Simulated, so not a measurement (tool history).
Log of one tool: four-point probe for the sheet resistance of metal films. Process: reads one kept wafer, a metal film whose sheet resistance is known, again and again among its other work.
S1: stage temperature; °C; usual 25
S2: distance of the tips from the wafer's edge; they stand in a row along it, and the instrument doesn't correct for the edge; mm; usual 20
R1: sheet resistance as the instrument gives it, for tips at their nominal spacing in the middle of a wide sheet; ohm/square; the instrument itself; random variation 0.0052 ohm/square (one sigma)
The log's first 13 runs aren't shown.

run    hour  S1  S2         R1
 14   597.4  25  20  25.802847
 15   633.7  25  20  25.785041
 16   689.1  25  20  25.785737
 17   739.5  25  20   25.77832
      776.6  -- new probe head fitted
 18   782.4  25   6  25.828974
 19   829.7  25  20  25.728385
 20     881  25  20   25.72406
 21   908.3  25  20  25.721124
 22   943.8  24  28  25.698174
 23   991.8  27  36  25.731149
 24  1029.9  24  20  25.679721
 25    1058  20  10  25.659754
 26  1111.5  33  20  25.786159
 27    1169  25   6  25.759431
 28  1209.7  34   5  25.920354
 29    1266  34  15  25.772432

The next listed run, before its measurement:
 30  1311.7  34   4   ?

R1: 25.963929 ohm/square
Without the tool's hidden state the same run would have given R1 26.280381 ohm/square.
